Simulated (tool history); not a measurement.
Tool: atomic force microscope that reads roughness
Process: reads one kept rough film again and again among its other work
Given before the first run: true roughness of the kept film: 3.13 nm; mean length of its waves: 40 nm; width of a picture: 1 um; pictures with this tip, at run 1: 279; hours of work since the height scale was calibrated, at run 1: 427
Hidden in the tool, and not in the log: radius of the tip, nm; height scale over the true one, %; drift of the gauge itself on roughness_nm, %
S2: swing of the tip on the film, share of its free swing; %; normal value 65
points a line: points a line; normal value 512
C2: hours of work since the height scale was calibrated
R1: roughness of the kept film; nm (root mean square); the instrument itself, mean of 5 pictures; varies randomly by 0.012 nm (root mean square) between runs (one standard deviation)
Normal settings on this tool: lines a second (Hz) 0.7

{"run": 1, "hour": 0.0, "lines a second (Hz)": 0.7, "S2": 65, "points a line": 512, "pictures with this tip": 279, "C2": 427, "R1": 2.611}
{"hour": 5.4, "done": "new tip fitted"}
{"run": 2, "hour": 15.8, "lines a second (Hz)": 0.7, "S2": 65, "points a line": 512, "pictures with this tip": 23, "C2": 439, "R1": 2.875}
{"run": 3, "hour": 31.1, "lines a second (Hz)": 0.7, "S2": 65, "points a line": 512, "pictures with this tip": 57, "C2": 450, "R1": 2.846}
{"run": 4, "hour": 44.3, "lines a second (Hz)": 0.7, "S2": 65, "points a line": 512, "pictures with this tip": 86, "C2": 461, "R1": 2.806}
{"run": 5, "hour": 55.7, "lines a second (Hz)": 0.7, "S2": 65, "points a line": 738, "pictures with this tip": 111, "C2": 470, "R1": 2.769}
{"run": 6, "hour": 63.5, "lines a second (Hz)": 0.7, "S2": 65, "points a line": 738, "pictures with this tip": 128, "C2": 476, "R1": 2.761}
{"run": 7, "hour": 71.8, "lines a second (Hz)": 0.7, "S2": 65, "points a line": 738, "pictures with this tip": 146, "C2": 482, "R1": 2.715}
{"run": 8, "hour": 80.0, "lines a second (Hz)": 3.008, "S2": 65, "points a line": 738, "pictures with this tip": 164, "C2": 488, "R1": 2.544}
{"run": 9, "hour": 96.0, "lines a second (Hz)": 3.008, "S2": 65, "points a line": 738, "pictures with this tip": 199, "C2": 501, "R1": 2.516}
{"run": 10, "hour": 110.6, "lines a second (Hz)": 3.008, "S2": 65, "points a line": 738, "pictures with this tip": 231, "C2": 512, "R1": 2.493}
{"run": 11, "hour": 127.2, "lines a second (Hz)": 3.008, "S2": 65, "points a line": 738, "pictures with this tip": 268, "C2": 525, "R1": 2.464}
{"run": 12, "hour": 136.6, "lines a second (Hz)": 3.008, "S2": 65, "points a line": 738, "pictures with this tip": 288, "C2": 532, "R1": 2.423}
{"hour": 138.2, "done": "new tip fitted"}
{"run": 13, "hour": 149.3, "lines a second (Hz)": 3.008, "S2": 65, "points a line": 816, "pictures with this tip": 24, "C2": 542, "R1": 2.713}
{"run": 14, "hour": 167.7, "lines a second (Hz)": 0.7, "S2": 65, "points a line": 512, "pictures with this tip": 64, "C2": 556, "R1": 2.819}
{"run": 15, "hour": 176.1, "lines a second (Hz)": 0.7, "S2": 65, "points a line": 632, "pictures with this tip": 83, "C2": 562, "R1": 2.803}
{"run": 16, "hour": 186.3, "lines a second (Hz)": 0.7, "S2": 75, "points a line": 512, "pictures with this tip": 105, "C2": 570, "R1": 2.747}
{"run": 17, "hour": 194.7, "lines a second (Hz)": 0.7, "S2": 75, "points a line": 512, "pictures with this tip": 124, "C2": 577, "R1": 2.745}

Run 18 is up next; what results do you expect?
{"run": 18, "hour": 212.0, "lines a second (Hz)": 0.547, "S2": 77, "points a line": 354, "pictures with this tip": 162, "C2": 590, "R1": "?"}

{"run 18": {"R1": 2.656}}
The same run, on a tool lacking any hidden state, would have yielded R1 2.839 nm (root mean square).

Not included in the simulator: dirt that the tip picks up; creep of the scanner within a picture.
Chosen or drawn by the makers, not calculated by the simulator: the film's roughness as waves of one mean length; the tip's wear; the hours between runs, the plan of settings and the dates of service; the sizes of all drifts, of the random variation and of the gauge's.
